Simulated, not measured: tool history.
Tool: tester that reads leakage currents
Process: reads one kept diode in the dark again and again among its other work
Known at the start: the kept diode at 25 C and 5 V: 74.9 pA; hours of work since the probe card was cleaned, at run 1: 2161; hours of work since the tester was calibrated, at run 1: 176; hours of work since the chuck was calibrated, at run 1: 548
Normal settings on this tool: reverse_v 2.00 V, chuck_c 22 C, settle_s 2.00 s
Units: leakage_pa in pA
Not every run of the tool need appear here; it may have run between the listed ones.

run,hour,reverse_v,chuck_c,settle_s,hours of work since the probe card was cleaned,hours of work since the tester was calibrated,hours of work since the chuck was calibrated,leakage_pa
1,0.0,2.00,22,2.00,2161,176,548,48.55
2,101.5,2.00,22,2.00,2233,248,621,49.61
3,181.0,2.00,26,2.00,2290,305,677,68.50
4,238.1,2.00,22,1.24,2331,345,718,50.78
5,300.2,2.00,22,1.24,2375,390,762,51.52
6,416.0,2.00,38,1.24,2457,472,844,177.64
# hour 427.2: chuck's temperature calibrated
7,519.4,2.00,38,1.24,2529,544,66,184.61
8,613.6,2.00,38,1.24,2596,611,133,186.77
9,711.5,2.00,38,1.24,2666,681,202,189.58
10,789.8,2.00,38,1.24,2722,736,258,190.20
11,874.9,2.00,38,1.24,2782,797,319,193.72
12,967.4,2.00,38,1.24,2848,863,384,196.54
# hour 1002.2: chuck's temperature calibrated, once more
13,1053.8,2.00,22,6.86,2908,923,37,44.56
# hour 1079.9: probe card cleaned and baked
14,1118.6,2.00,22,6.86,28,967,81,38.79
15,1207.8,2.00,22,2.00,91,1030,144,39.58
16,1293.2,2.00,22,2.00,152,1091,205,40.00
17,1409.4,2.00,22,2.00,235,1174,288,41.08
18,1499.3,2.00,38,1.08,298,1238,352,151.77
19,1554.6,2.00,38,1.08,338,1277,391,154.06
20,1635.3,9.61,22,0.86,395,1335,448,91.09
21,1704.6,9.27,57,0.73,445,1384,498,1258.02
22,1817.5,9.27,57,0.73,525,1464,578,1269.12
23,1869.4,4.00,55,0.38,562,1501,615,761.67
24,1934.7,14.63,22,0.62,608,1548,662,122.11
25,2054.9,12.43,22,1.40,694,1633,747,111.68
26,2150.1,12.43,22,1.40,762,1701,815,114.64
# hour 2203.1: chuck's temperature calibrated
27,2203.1,12.43,22,1.40,798,1737,0,101.42
28,2268.3,2.00,27,5.26,844,1784,46,61.45
29,2366.6,2.00,27,5.26,914,1854,116,62.66

Here are 5 independent what-if runs from the current tool condition. What would each one return?
A,2462.5,13.91,57,5.26,983,1922,185,?
B,2462.5,2.00,22,3.15,983,1922,185,?
C,2462.5,2.00,22,1.50,983,1922,185,?
D,2462.5,2.03,28,0.43,983,1922,185,?
E,2462.5,2.00,22,0.51,983,1922,185,?

run,leakage_pa
A,1465.79
B,42.56
C,42.95
D,71.13
E,43.42
Without the tool's unlogged condition, the same runs would have read:
run,leakage_pa
A,1390.38
B,38.48
C,38.85
D,65.71
E,39.33

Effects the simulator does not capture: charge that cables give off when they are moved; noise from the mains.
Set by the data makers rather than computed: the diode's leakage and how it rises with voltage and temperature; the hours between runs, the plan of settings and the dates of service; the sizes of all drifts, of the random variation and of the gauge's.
